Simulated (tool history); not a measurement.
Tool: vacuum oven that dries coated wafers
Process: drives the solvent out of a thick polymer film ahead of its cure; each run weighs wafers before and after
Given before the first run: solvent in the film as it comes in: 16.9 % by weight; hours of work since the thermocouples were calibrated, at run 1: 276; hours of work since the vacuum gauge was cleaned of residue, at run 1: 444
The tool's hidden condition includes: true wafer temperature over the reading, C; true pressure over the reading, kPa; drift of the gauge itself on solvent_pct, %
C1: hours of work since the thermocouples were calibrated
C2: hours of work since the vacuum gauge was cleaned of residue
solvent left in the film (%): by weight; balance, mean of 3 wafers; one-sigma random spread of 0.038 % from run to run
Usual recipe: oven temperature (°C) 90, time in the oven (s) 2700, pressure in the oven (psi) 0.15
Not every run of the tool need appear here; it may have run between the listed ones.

run 1 day=0 | oven_temperature_(°C)=90 time_in_the_oven_(s)=2700 pressure_in_the_oven_(psi)=0.15 | C1=276 C2=444 | solvent_left_in_the_film_(%)=2.97
run 2 day=0.671 | oven_temperature_(°C)=90 time_in_the_oven_(s)=2700 pressure_in_the_oven_(psi)=0.15 | C1=286 C2=453 | solvent_left_in_the_film_(%)=3.02
run 3 day=1.146 | oven_temperature_(°C)=90 time_in_the_oven_(s)=2700 pressure_in_the_oven_(psi)=0.09 | C1=293 C2=461 | solvent_left_in_the_film_(%)=2.71
run 4 day=1.667 | oven_temperature_(°C)=90 time_in_the_oven_(s)=2700 pressure_in_the_oven_(psi)=0.09 | C1=301 C2=468 | solvent_left_in_the_film_(%)=2.69
run 5 day=2.267 | oven_temperature_(°C)=90 time_in_the_oven_(s)=2700 pressure_in_the_oven_(psi)=0.09 | C1=310 C2=477 | solvent_left_in_the_film_(%)=2.7
run 6 day=2.904 | oven_temperature_(°C)=90 time_in_the_oven_(s)=2700 pressure_in_the_oven_(psi)=0.09 | C1=319 C2=486 | solvent_left_in_the_film_(%)=2.72
run 7 day=3.317 | oven_temperature_(°C)=90 time_in_the_oven_(s)=2700 pressure_in_the_oven_(psi)=0.09 | C1=325 C2=493 | solvent_left_in_the_film_(%)=2.73
run 8 day=4.096 | oven_temperature_(°C)=90 time_in_the_oven_(s)=2700 pressure_in_the_oven_(psi)=0.09 | C1=337 C2=504 | solvent_left_in_the_film_(%)=2.7
run 9 day=4.742 | oven_temperature_(°C)=90 time_in_the_oven_(s)=2700 pressure_in_the_oven_(psi)=0.09 | C1=346 C2=514 | solvent_left_in_the_film_(%)=2.68
run 10 day=5.662 | oven_temperature_(°C)=90 time_in_the_oven_(s)=2700 pressure_in_the_oven_(psi)=0.09 | C1=360 C2=527 | solvent_left_in_the_film_(%)=2.71
run 11 day=6.138 | oven_temperature_(°C)=90 time_in_the_oven_(s)=2700 pressure_in_the_oven_(psi)=0.09 | C1=367 C2=534 | solvent_left_in_the_film_(%)=2.7
run 12 day=7.042 | oven_temperature_(°C)=90 time_in_the_oven_(s)=2700 pressure_in_the_oven_(psi)=0.09 | C1=381 C2=548 | solvent_left_in_the_film_(%)=2.68

Run 13 comes next. What will it give?
run 13 day=7.725 | oven_temperature_(°C)=90 time_in_the_oven_(s)=2700 pressure_in_the_oven_(psi)=0.09 | C1=391 C2=558 | solvent_left_in_the_film_(%)=?

Run 13 produced solvent left in the film (%) 2.72.
With no hidden state in the tool, this same run would have given solvent left in the film (%) 2.76.
